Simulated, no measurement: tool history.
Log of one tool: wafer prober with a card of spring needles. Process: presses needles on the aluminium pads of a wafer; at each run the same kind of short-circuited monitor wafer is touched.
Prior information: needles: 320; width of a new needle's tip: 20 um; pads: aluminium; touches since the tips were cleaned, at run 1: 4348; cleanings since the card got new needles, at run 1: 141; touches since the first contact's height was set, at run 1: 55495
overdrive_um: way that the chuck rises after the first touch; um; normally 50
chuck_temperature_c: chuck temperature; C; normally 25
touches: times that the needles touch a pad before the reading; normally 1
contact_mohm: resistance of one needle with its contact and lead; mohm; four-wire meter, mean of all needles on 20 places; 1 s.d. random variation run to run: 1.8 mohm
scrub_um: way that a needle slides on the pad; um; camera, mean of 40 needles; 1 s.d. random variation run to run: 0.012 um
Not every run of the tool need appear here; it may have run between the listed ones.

run   hour  overdrive_um  chuck_temperature_c  touches  touches since the tips were cleaned  cleanings since the card got new needles  touches since the first contact's height was set  contact_mohm  scrub_um
  1    0.0            50                   25        1                                 4348                                       141                                             55495           318      6.62
       1.7  -- tips cleaned on abrasive film
       8.3  -- tips cleaned on abrasive film
      16.5  -- tips cleaned on abrasive film
      21.6  -- height of the first contact set anew
      25.0  -- tips cleaned on abrasive film
      31.5  -- tips cleaned on abrasive film
      38.1  -- tips cleaned on abrasive film
      44.7  -- tips cleaned on abrasive film
      51.2  -- tips cleaned on abrasive film
      57.8  -- tips cleaned on abrasive film
  2   60.8            50                   25        1                                 2019                                       150                                             25960           272      6.46
      65.8  -- tips cleaned on abrasive film
      72.3  -- tips cleaned on abrasive film
      78.9  -- tips cleaned on abrasive film
      85.5  -- tips cleaned on abrasive film
      92.0  -- tips cleaned on abrasive film
  3   95.8            50                   64        1                                 2525                                       155                                             49161           281      6.42
      99.1  -- tips cleaned on abrasive film
     105.7  -- tips cleaned on abrasive film
     112.3  -- tips cleaned on abrasive film
     118.8  -- tips cleaned on abrasive film
     125.4  -- tips cleaned on abrasive film
     127.3  -- height of the first contact set anew
     132.3  -- tips cleaned on abrasive film
     140.5  -- tips cleaned on abrasive film
  4  146.3            50                   64        1                                 3944                                       162                                             12650           304      6.69
     148.0  -- tips cleaned on abrasive film
     154.6  -- tips cleaned on abrasive film
     162.8  -- tips cleaned on abrasive film
     171.0  -- tips cleaned on abrasive film
     178.9  -- tips cleaned on abrasive film
  5  178.9            50                   64        1                                    0                                       167                                             34221           200      6.62
     185.4  -- tips cleaned on abrasive film
     192.0  -- tips cleaned on abrasive film
     198.6  -- tips cleaned on abrasive film
     203.7  -- height of the first contact set anew, once more
     207.1  -- tips cleaned on abrasive film
     213.6  -- tips cleaned on abrasive film
     220.2  -- tips cleaned on abrasive film
     226.8  -- tips cleaned on abrasive film
     233.3  -- tips cleaned on abrasive film
     241.5  -- tips cleaned on abrasive film
     248.1  -- tips cleaned on abrasive film
     260.1  -- card fitted with new needles
     266.7  -- tips cleaned on abrasive film
  6  266.8            50                   64        1                                  103                                         1                                              4457           197      6.72
     273.4  -- tips cleaned on abrasive film
     281.6  -- tips cleaned on abrasive film
     289.8  -- tips cleaned on abrasive film
     296.3  -- tips cleaned on abrasive film
     302.9  -- tips cleaned on abrasive film
     309.5  -- tips cleaned on abrasive film
     316.1  -- tips cleaned on abrasive film
     322.6  -- tips cleaned on abrasive film
     329.2  -- tips cleaned on abrasive film
     335.8  -- tips cleaned on abrasive film
  7  337.9            50                   64        1                                 1472                                        11                                             51640           227      6.58
     342.9  -- tips cleaned on abrasive film
     349.5  -- tips cleaned on abrasive film
     356.0  -- tips cleaned on abrasive film
     362.6  -- tips cleaned on abrasive film
     366.1  -- height of the first contact set anew
     369.5  -- tips cleaned on abrasive film
     377.7  -- tips cleaned on abrasive film
     384.2  -- tips cleaned on abrasive film
     390.8  -- tips cleaned on abrasive film
     399.0  -- tips cleaned on abrasive film
  8  403.8            50                   25        1                                 3270                                        20                                             25034           258      6.65
     405.6  -- tips cleaned on abrasive film
     412.1  -- tips cleaned on abrasive film
     418.7  -- tips cleaned on abrasive film
     425.3  -- tips cleaned on abrasive film
     431.8  -- tips cleaned on abrasive film
     438.4  -- tips cleaned on abrasive film
  9  441.8            50                   25        1                                 2299                                        26                                             50184           239      6.61
     445.2  -- tips cleaned on abrasive film
     451.7  -- tips cleaned on abrasive film
     458.3  -- tips cleaned on abrasive film
     464.9  -- tips cleaned on abrasive film
     471.4  -- tips cleaned on abrasive film
     471.7  -- height of the first contact set anew
     478.3  -- tips cleaned on abrasive film
     484.9  -- tips cleaned on abrasive film
     493.1  -- tips cleaned on abrasive film
     499.6  -- tips cleaned on abrasive film
     507.8  -- tips cleaned on abrasive film
 10  513.9            50                  112        1                                 4124                                        36                                             28065           276      6.67
     515.7  -- tips cleaned on abrasive film
     522.2  -- tips cleaned on abrasive film
     528.8  -- tips cleaned on abrasive film
     535.4  -- tips cleaned on abrasive film
     541.9  -- tips cleaned on abrasive film
     548.5  -- tips cleaned on abrasive film
 11  550.0            50                  112        1                                  974                                        42                                             51893           243      6.62
     556.5  -- tips cleaned on abrasive film
     563.1  -- tips cleaned on abrasive film
     569.7  -- tips cleaned on abrasive film
     576.2  -- tips cleaned on abrasive film
     576.5  -- height of the first contact set anew
     583.1  -- tips cleaned on abrasive film
     591.3  -- tips cleaned on abrasive film
     597.9  -- tips cleaned on abrasive film
     604.4  -- tips cleaned on abrasive film
     611.0  -- tips cleaned on abrasive film
     619.2  -- tips cleaned on abrasive film
 12  625.5            44                   34        1                                 4265                                        52                                             32559           321      5.85
     627.2  -- tips cleaned on abrasive film
     633.8  -- tips cleaned on abrasive film
     640.4  -- tips cleaned on abrasive film
     646.9  -- tips cleaned on abrasive film
     655.1  -- tips cleaned on abrasive film
     661.7  -- tips cleaned on abrasive film
     669.9  -- tips cleaned on abrasive film
     676.5  -- tips cleaned on abrasive film
     681.6  -- height of the first contact set anew
     683.3  -- tips cleaned on abrasive film
     689.9  -- tips cleaned on abrasive film
     697.2  -- tips cleaned on abrasive film
 13  697.2            31                  123        1                                    0                                        63                                             10320           244      4.13
     703.8  -- tips cleaned on abrasive film
     710.4  -- tips cleaned on abrasive film
     717.0  -- tips cleaned on abrasive film
     723.5  -- tips cleaned on abrasive film
     731.7  -- tips cleaned on abrasive film
 14  731.9            47                   51        2                                  160                                        68                                             33333           201      6.22
     738.5  -- tips cleaned on abrasive film
     745.1  -- tips cleaned on abrasive film
     753.3  -- tips cleaned on abrasive film
     759.8  -- tips cleaned on abrasive film
     766.4  -- tips cleaned on abrasive film
     773.0  -- tips cleaned on abrasive film
     781.2  -- tips cleaned on abrasive film
     787.8  -- height of the first contact set anew
 15  787.8            37                   49        1                                 4285                                        75                                                 0           373      4.96
     789.6  -- tips cleaned on abrasive film
     796.1  -- tips cleaned on abrasive film
     804.3  -- tips cleaned on abrasive film
     812.5  -- tips cleaned on abrasive film
     820.7  -- tips cleaned on abrasive film
     827.3  -- tips cleaned on abrasive film
 16  831.8            37                   49        1                                 3081                                        81                                             29198           336      4.92
     835.2  -- tips cleaned on abrasive film
     843.4  -- tips cleaned on abrasive film
     849.9  -- tips cleaned on abrasive film
     856.5  -- tips cleaned on abrasive film
     864.7  -- tips cleaned on abrasive film
     871.2  -- tips cleaned on abrasive film
     879.4  -- tips cleaned on abrasive film
     886.0  -- tips cleaned on abrasive film
 17  891.2            33                   44        1                                 3470                                        89                                             68580           411      4.29

Consider 4 possible next runs. They are alternatives, not a sequence: every one starts from the tool as it was left by run 17. What does each give?
     892.9  -- tips cleaned on abrasive film
     893.2  -- height of the first contact set anew
     899.7  -- tips cleaned on abrasive film
     907.9  -- tips cleaned on abrasive film
     914.5  -- tips cleaned on abrasive film
     922.7  -- tips cleaned on abrasive film
     930.9  -- tips cleaned on abrasive film
     939.1  -- tips cleaned on abrasive film
     945.6  -- tips cleaned on abrasive film
  A  949.1            63                   44        2                                 2342                                        97                                             37165             ?         ?
     892.9  -- tips cleaned on abrasive film
     893.2  -- height of the first contact set anew
     899.7  -- tips cleaned on abrasive film
     907.9  -- tips cleaned on abrasive film
     914.5  -- tips cleaned on abrasive film
     922.7  -- tips cleaned on abrasive film
     930.9  -- tips cleaned on abrasive film
     939.1  -- tips cleaned on abrasive film
     945.6  -- tips cleaned on abrasive film
  B  949.1            32                   39        2                                 2342                                        97                                             37165             ?         ?
     892.9  -- tips cleaned on abrasive film
     893.2  -- height of the first contact set anew
     899.7  -- tips cleaned on abrasive film
     907.9  -- tips cleaned on abrasive film
     914.5  -- tips cleaned on abrasive film
     922.7  -- tips cleaned on abrasive film
     930.9  -- tips cleaned on abrasive film
     939.1  -- tips cleaned on abrasive film
     945.6  -- tips cleaned on abrasive film
  C  949.1            50                   33        1                                 2342                                        97                                             37165             ?         ?
     892.9  -- tips cleaned on abrasive film
     893.2  -- height of the first contact set anew
     899.7  -- tips cleaned on abrasive film
     907.9  -- tips cleaned on abrasive film
     914.5  -- tips cleaned on abrasive film
     922.7  -- tips cleaned on abrasive film
     930.9  -- tips cleaned on abrasive film
     939.1  -- tips cleaned on abrasive film
     945.6  -- tips cleaned on abrasive film
  D  949.1            41                   53        1                                 2342                                        97                                             37165             ?         ?

run  contact_mohm  scrub_um
  A           213      8.41
  B           316      4.23
  C           264      6.65
  D           307      5.45
Take away the tool's hidden state, keep each run's random variation, and the runs would have read:
run  contact_mohm  scrub_um
  A           180      8.48
  B           199      4.31
  C           183      6.73
  D           192      5.52
